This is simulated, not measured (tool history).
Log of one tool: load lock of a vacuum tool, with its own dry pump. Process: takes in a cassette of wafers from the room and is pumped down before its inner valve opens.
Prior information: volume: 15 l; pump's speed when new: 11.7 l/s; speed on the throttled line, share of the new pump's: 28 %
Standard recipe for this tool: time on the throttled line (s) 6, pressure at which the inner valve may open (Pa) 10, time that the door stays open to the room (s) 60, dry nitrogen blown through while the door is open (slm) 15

run     hour  time on the throttled line (s)  pressure at which the inner valve may open (Pa)  time that the door stays open to the room (s)  dry nitrogen blown through while the door is open (slm)  incoming humidity of the room's air, %  time from the closed door until the inner valve may open (s)  rise of the pressure with all valves shut (Pa/min)
  1      0.0                               6                                               10                                             60                                                       15                                    42.2                                                          16.0                                               0.285
  2    319.0                               6                                               10                                            156                                                       15                                    44.8                                                          16.4                                               0.336
  3    787.2                               6                                               10                                            217                                                       15                                    44.8                                                          16.5                                               0.367
  4   1252.1                               6                                               10                                             34                                                       15                                    49.3                                                          16.2                                               0.332
  5   1613.1                               6                                               10                                             60                                                       15                                    44.6                                                          16.3                                               0.354
  6   1966.4                               3                                               10                                             60                                                       15                                    47.0                                                          14.5                                               0.364
  7   2381.4                               3                                               10                                             60                                                       15                                    46.7                                                          14.5                                               0.389
  8   3095.1                               3                                               10                                             60                                                       15                                    47.8                                                          15.0                                               0.415
  9   3455.7                               6                                               20                                             60                                                       15                                    44.5                                                          15.6                                               0.424
 10   3845.7                               6                                               20                                             60                                                       15                                    43.2                                                          15.6                                               0.050
 11   4517.1                               6                                               20                                             60                                                       15                                    44.7                                                          15.6                                               0.063
 12   4874.1                               6                                               20                                             60                                                       15                                    41.9                                                          15.2                                               0.063
 13   5563.2                               6                                               10                                             60                                                       15                                    47.5                                                          17.1                                               0.077
 14   6187.0                               6                                               10                                             60                                                       15                                    43.6                                                          16.8                                               0.084
 15   6897.4                              11                                               10                                             60                                                       29                                    45.4                                                          21.0                                               0.078
 16   7496.8                              11                                               15                                             60                                                        9                                    43.8                                                          19.9                                               0.113
 17   7942.6                              11                                               15                                             60                                                        9                                    45.0                                                          20.6                                               0.122
 18   8385.0                               6                                               14                                             60                                                       28                                    47.2                                                          16.9                                               0.104
 19   8772.2                               7                                               14                                             54                                                        7                                    47.0                                                          17.4                                               0.147
 20   9494.7                               7                                               14                                             54                                                        7                                    47.6                                                          18.4                                               0.164
 21   9821.8                               7                                               14                                             54                                                        7                                    45.9                                                          17.9                                               0.162
 22  10115.4                               6                                               12                                            240                                                        8                                    44.1                                                          17.3                                               0.254
 23  10449.8                               4                                               12                                            226                                                        8                                    41.5                                                          16.6                                               0.246
 24  11106.5                               4                                                8                                             27                                                       22                                    45.2                                                          14.8                                               0.163
 25  11433.1                               6                                                9                                             60                                                       15                                    43.0                                                          16.2                                               0.190

Between the runs listed above, the log contained 2 entries, not reproduced here. Where in the sequence does each belong, and how does what the log doesn't record of the tool's condition differ from the listed run before to the listed run after?
Run 9 -> run 10: door's seal changed, seat wiped (hour 3542.4)
  pump's speed, % of a new pump's: 95.4 -> 94.9; leak at the door's seal, Pa l/s: 0.0963 -> 0.0034
  measured less the result without the state, time from the closed door until the inner valve may open (s): +0.5 -> +0.5; rise of the pressure with all valves shut (Pa/min): +0.376 -> +0.005
Run 23 -> run 24: dry pump taken out, an overhauled one fitted (hour 10622.4)
  pump's speed, % of a new pump's: 86.8 -> 99.9; leak at the door's seal, Pa l/s: 0.0314 -> 0.0355
  measured less the result without the state, time from the closed door until the inner valve may open (s): +1.6 -> +0.0; rise of the pressure with all valves shut (Pa/min): +0.117 -> +0.137
